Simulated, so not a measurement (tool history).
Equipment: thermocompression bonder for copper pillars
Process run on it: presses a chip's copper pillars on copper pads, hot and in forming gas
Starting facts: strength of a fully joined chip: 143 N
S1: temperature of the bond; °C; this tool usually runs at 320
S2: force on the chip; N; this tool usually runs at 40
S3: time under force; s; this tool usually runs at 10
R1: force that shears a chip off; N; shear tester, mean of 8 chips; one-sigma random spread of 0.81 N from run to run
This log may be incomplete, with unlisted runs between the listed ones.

| run | hour | S1 | S2 | S3 | R1 |
|---|---|---|---|---|---|
| 1 | 0.0 | 320 | 40 | 10 | 87.6 |
| 2 | 6.1 | 320 | 40 | 10 | 87.7 |
| 3 | 12.2 | 320 | 40 | 13 | 94.8 |
| 4 | 21.6 | 320 | 40 | 13 | 95.8 |
| 5 | 31.0 | 320 | 40 | 13 | 95.4 |
| 6 | 39.8 | 320 | 58 | 10 | 100.2 |
| 7 | 44.9 | 320 | 58 | 10 | 98.7 |
| 8 | 53.2 | 320 | 58 | 10 | 101.1 |
| 9 | 57.0 | 320 | 58 | 10 | 99.1 |
| 10 | 63.7 | 320 | 58 | 10 | 99.7 |
| 11 | 71.2 | 320 | 58 | 10 | 99.7 |
| 12 | 80.4 | 320 | 58 | 10 | 101.0 |
| 13 | 85.0 | 309 | 40 | 10 | 81.7 |
| 14 | 89.1 | 309 | 51 | 10 | 89.7 |
| 15 | 94.5 | 320 | 52 | 10 | 96.4 |
| 16 | 101.7 | 320 | 40 | 10 | 88.8 |
| 17 | 109.3 | 320 | 40 | 10 | 87.9 |
| 18 | 113.6 | 320 | 40 | 10 | 89.2 |
| 19 | 121.2 | 320 | 40 | 10 | 88.6 |
| 20 | 126.9 | 320 | 40 | 10 | 87.9 |
| 21 | 130.8 | 320 | 40 | 11 | 91.3 |
| 22 | 134.8 | 295 | 35 | 24 | 91.6 |
| 23 | 143.2 | 291 | 48 | 29 | 102.6 |
| 24 | 150.3 | 291 | 48 | 29 | 103.6 |
| 25 | 154.8 | 291 | 55 | 9 | 76.4 |
| 26 | 160.5 | 291 | 55 | 9 | 76.6 |
| 27 | 166.5 | 336 | 58 | 25 | 128.4 |
| 28 | 175.7 | 314 | 47 | 7 | 80.4 |
| 29 | 184.4 | 309 | 35 | 6 | 64.4 |
| 30 | 192.7 | 309 | 35 | 6 | 64.5 |
| 31 | 202.1 | 342 | 27 | 10 | 87.5 |
| 32 | 208.2 | 308 | 29 | 19 | 88.1 |
| 33 | 213.6 | 327 | 29 | 6 | 69.0 |
| 34 | 221.3 | 337 | 58 | 25 | 131.3 |
| 35 | 226.6 | 341 | 60 | 6 | 99.1 |
| 36 | 234.9 | 338 | 29 | 11 | 92.0 |
| 37 | 242.0 | 316 | 40 | 10 | 86.4 |
| 38 | 248.8 | 316 | 30 | 24 | 100.4 |
| 39 | 253.5 | 340 | 29 | 16 | 102.7 |

The log once held 1 entry between its listed runs, left out of this copy. Where does each go, and what is different about the tool's unlogged condition between the listed run before it and the listed run after it?
After run 9, before run 10: forming gas filter changed (hour 59.1)
  oxide that the forming gas leaves, % of the face: 0.82 -> 0.51

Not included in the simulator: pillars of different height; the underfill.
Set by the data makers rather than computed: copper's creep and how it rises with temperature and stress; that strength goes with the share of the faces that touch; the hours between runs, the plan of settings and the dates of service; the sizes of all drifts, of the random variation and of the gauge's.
